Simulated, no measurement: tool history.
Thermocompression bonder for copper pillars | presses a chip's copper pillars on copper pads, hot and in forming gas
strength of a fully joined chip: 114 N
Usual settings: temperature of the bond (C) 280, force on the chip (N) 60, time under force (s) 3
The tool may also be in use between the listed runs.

run   hour  temperature of the bond (C)  force on the chip (N)  time under force (s)  force that shears a chip off (N)
  1      0                          280                     60                     3                              78.6
  2   22.3                          280                     90                     3                              92.5
      29.3  -- forming gas filter changed
  3     47                          280                     60                     3                              77.2
  4   70.4                          305                     60                     3                              91.4
  5  100.1                          280                     60                     3                              77.8
  6  120.9                          280                     45                     3                                66
  7  138.1                          280                     45                     3                              66.2
  8  161.3                          279                     46                     3                                66
  9  180.2                          279                     46                     3                              66.5
 10  195.6                          279                     46                     3                              66.1
 11  209.7                          294                     60                     3                              85.2

4 ways to go on from here, each from the tool as it stands after run 11. What would each give?
  A  238.1                          292                     60                     3                                 ?
  B  238.1                          259                     46                     6                                 ?
  C  238.1                          280                     44                     3                                 ?
  D  238.1                          280                     69                     9                                 ?

run  force that shears a chip off (N)
  A                              84.1
  B                              68.3
  C                              65.3
  D                             101.1
Without the tool's hidden state the same runs would have given:
run  force that shears a chip off (N)
  A                              84.8
  B                              68.9
  C                              65.8
  D                               102
